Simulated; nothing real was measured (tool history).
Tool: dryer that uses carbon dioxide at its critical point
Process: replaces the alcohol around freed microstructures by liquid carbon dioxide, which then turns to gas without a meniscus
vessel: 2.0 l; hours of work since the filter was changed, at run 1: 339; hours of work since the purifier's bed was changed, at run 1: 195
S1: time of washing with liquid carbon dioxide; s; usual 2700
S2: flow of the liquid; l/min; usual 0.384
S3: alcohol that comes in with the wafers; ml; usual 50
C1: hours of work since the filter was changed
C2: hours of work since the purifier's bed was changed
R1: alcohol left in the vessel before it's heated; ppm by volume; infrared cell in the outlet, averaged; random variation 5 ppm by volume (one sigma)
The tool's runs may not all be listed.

run 1 hour=0 | S1=2700 S2=0.384 S3=50 | C1=339 C2=195 | R1=71
run 2 hour=8.7 | S1=2700 S2=0.384 S3=50 | C1=345 C2=201 | R1=76
run 3 hour=18.6 | S1=2700 S2=0.384 S3=50 | C1=352 C2=208 | R1=76
run 4 hour=34.5 | S1=2700 S2=0.384 S3=50 | C1=363 C2=220 | R1=87
run 5 hour=42.2 | S1=2700 S2=0.384 S3=50 | C1=369 C2=225 | R1=75
run 6 hour=59.7 | S1=3120 S2=0.384 S3=50 | C1=381 C2=238 | R1=52
run 7 hour=71.2 | S1=2520 S2=0.384 S3=50 | C1=390 C2=246 | R1=126
run 8 hour=79 | S1=2520 S2=0.384 S3=50 | C1=395 C2=252 | R1=117
run 9 hour=87.9 | S1=2700 S2=0.384 S3=50 | C1=402 C2=258 | R1=96
run 10 hour=103.4 | S1=2700 S2=0.384 S3=50 | C1=413 C2=269 | R1=100
run 11 hour=113.3 | S1=2700 S2=0.384 S3=50 | C1=420 C2=276 | R1=84
run 12 hour=121.1 | S1=2700 S2=0.384 S3=50 | C1=425 C2=282 | R1=96
run 13 hour=136.8 | S1=2700 S2=0.384 S3=50 | C1=437 C2=293 | R1=89
run 14 hour=150.2 | S1=2700 S2=0.384 S3=50 | C1=446 C2=302 | R1=96
run 15 hour=161.6 | S1=1980 S2=0.384 S3=50 | C1=454 C2=311 | R1=364
run 16 hour=177.7 | S1=2700 S2=0.384 S3=35 | C1=466 C2=322 | R1=85
run 17 hour=190.9 | S1=2700 S2=0.384 S3=35 | C1=475 C2=332 | R1=86
run 18 hour=201.4 | S1=2700 S2=0.384 S3=35 | C1=483 C2=339 | R1=89
run 19 hour=216.4 | S1=2700 S2=0.384 S3=50 | C1=493 C2=350 | R1=107
run 20 hour=228.5 | S1=2700 S2=0.384 S3=50 | C1=502 C2=358 | R1=112
-- hour=233.5 inlet filter changed
run 21 hour=246.5 | S1=2700 S2=0.384 S3=50 | C1=9 C2=371 | R1=67
run 22 hour=257.4 | S1=2700 S2=0.384 S3=50 | C1=17 C2=378 | R1=73
run 23 hour=265.4 | S1=2700 S2=0.384 S3=50 | C1=23 C2=384 | R1=76
run 24 hour=281.5 | S1=2700 S2=0.384 S3=50 | C1=34 C2=396 | R1=78
run 25 hour=290 | S1=1740 S2=0.242 S3=61 | C1=40 C2=402 | R1=2149
run 26 hour=308 | S1=1740 S2=0.242 S3=61 | C1=53 C2=415 | R1=2118
run 27 hour=320 | S1=2520 S2=0.555 S3=61 | C1=62 C2=423 | R1=50
run 28 hour=335.1 | S1=1800 S2=0.443 S3=41 | C1=73 C2=434 | R1=162
run 29 hour=344.6 | S1=2820 S2=0.617 S3=50 | C1=79 C2=441 | R1=40
run 30 hour=363.2 | S1=2760 S2=0.458 S3=66 | C1=93 C2=454 | R1=73
run 31 hour=375.7 | S1=2700 S2=0.384 S3=114 | C1=102 C2=463 | R1=137
run 32 hour=386.6 | S1=2700 S2=0.384 S3=114 | C1=109 C2=471 | R1=128
run 33 hour=404.2 | S1=3960 S2=0.384 S3=114 | C1=122 C2=483 | R1=56
run 34 hour=421.9 | S1=1860 S2=0.457 S3=37 | C1=135 C2=496 | R1=136
run 35 hour=431.8 | S1=2700 S2=0.388 S3=106 | C1=142 C2=503 | R1=139
run 36 hour=450 | S1=2700 S2=0.384 S3=69 | C1=155 C2=516 | R1=109
run 37 hour=458.8 | S1=2700 S2=0.384 S3=69 | C1=161 C2=522 | R1=110
run 38 hour=470.2 | S1=2940 S2=0.384 S3=30 | C1=169 C2=531 | R1=71
run 39 hour=482.2 | S1=1680 S2=0.238 S3=28 | C1=178 C2=539 | R1=1279
run 40 hour=494.7 | S1=1680 S2=0.238 S3=28 | C1=187 C2=548 | R1=1292
run 41 hour=513.2 | S1=2820 S2=0.519 S3=35 | C1=200 C2=561 | R1=61
run 42 hour=525.4 | S1=2400 S2=0.403 S3=22 | C1=209 C2=570 | R1=93
run 43 hour=534.4 | S1=2400 S2=0.366 S3=67 | C1=215 C2=576 | R1=219
run 44 hour=547.1 | S1=3540 S2=0.366 S3=29 | C1=224 C2=585 | R1=67
run 45 hour=560.2 | S1=2580 S2=0.577 S3=20 | C1=234 C2=595 | R1=65
run 46 hour=576.1 | S1=2220 S2=0.588 S3=102 | C1=245 C2=606 | R1=85

5 ways to go on from here, each from the tool as it stands after run 46. What would each give?
run A hour=587.5 | S1=2820 S2=0.233 S3=37 | C1=253 C2=614 | R1=?
run B hour=587.5 | S1=3600 S2=0.588 S3=115 | C1=253 C2=614 | R1=?
run C hour=587.5 | S1=2700 S2=0.478 S3=30 | C1=253 C2=614 | R1=?
run D hour=587.5 | S1=2220 S2=0.588 S3=41 | C1=253 C2=614 | R1=?
run E hour=587.5 | S1=1620 S2=0.613 S3=22 | C1=253 C2=614 | R1=?

run=A R1=434
run=B R1=71
run=C R1=69
run=D R1=73
run=E R1=94
Without the tool's hidden state the same runs would have given:
run=A R1=272
run=B R1=9
run=C R1=6
run=D R1=9
run=E R1=24
